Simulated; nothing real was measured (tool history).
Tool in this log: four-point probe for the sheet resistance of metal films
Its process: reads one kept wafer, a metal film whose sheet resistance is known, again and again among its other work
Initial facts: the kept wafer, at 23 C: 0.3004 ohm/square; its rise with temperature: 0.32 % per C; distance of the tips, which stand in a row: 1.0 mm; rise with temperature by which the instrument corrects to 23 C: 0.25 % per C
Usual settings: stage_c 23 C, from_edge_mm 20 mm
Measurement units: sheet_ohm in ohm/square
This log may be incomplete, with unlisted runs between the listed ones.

run	hour	stage_c	from_edge_mm	sheet_ohm
1	0.0	23	20	0.303483
2	11.1	23	20	0.303476
3	21.0	28	20	0.304459
4	33.2	23	20	0.303464
5	41.5	23	20	0.303468
6	48.9	23	20	0.303454
7	63.1	23	20	0.303563
8	73.9	23	20	0.303623
9	88.5	23	20	0.303569
10	101.0	23	20	0.303640
11	109.4	23	20	0.303598
12	118.1	31	20	0.305249
13	130.5	33	20	0.305702
14	142.7	33	20	0.305496
15	152.8	33	20	0.305590
16	163.5	33	20	0.305558
17	174.0	29	20	0.304767
18	181.6	23	20	0.303670
19	196.4	23	20	0.303807
20	210.1	23	20	0.303649
21	220.8	23	20	0.303751
22	236.5	23	20	0.303761
23	247.6	27	8	0.306702
24	260.7	33	5	0.311848
25	277.6	33	5	0.311822
26	287.1	33	5	0.311783
27	303.9	23	43	0.303438
28	319.8	30	19	0.305170
29	335.2	20	6	0.307394
30	348.1	32	72	0.305237
31	363.7	30	7	0.308242
32	376.0	24	7	0.306979
33	389.8	22	17	0.303935
34	397.6	19	3	0.319804
35	411.8	19	3	0.319816
36	424.5	33	37	0.305630
37	441.8	33	37	0.305629
38	456.7	33	37	0.305624
39	473.3	31	20	0.305592
40	489.0	25	20	0.304477
41	500.0	23	5	0.310052
42	517.2	33	7	0.309029
43	524.8	33	7	0.308993

Each row is a separate what-if for the run after 43, all from the same tool condition, not one after another. Results?
A	532.1	31	67	?
B	532.1	19	9	?
C	532.1	23	8	?
D	532.1	19	11	?

run	sheet_ohm
A	0.305243
B	0.304872
C	0.306347
D	0.304235
With no hidden state in the tool, these same runs would have given:
run	sheet_ohm
A	0.301941
B	0.301571
C	0.303032
D	0.300940
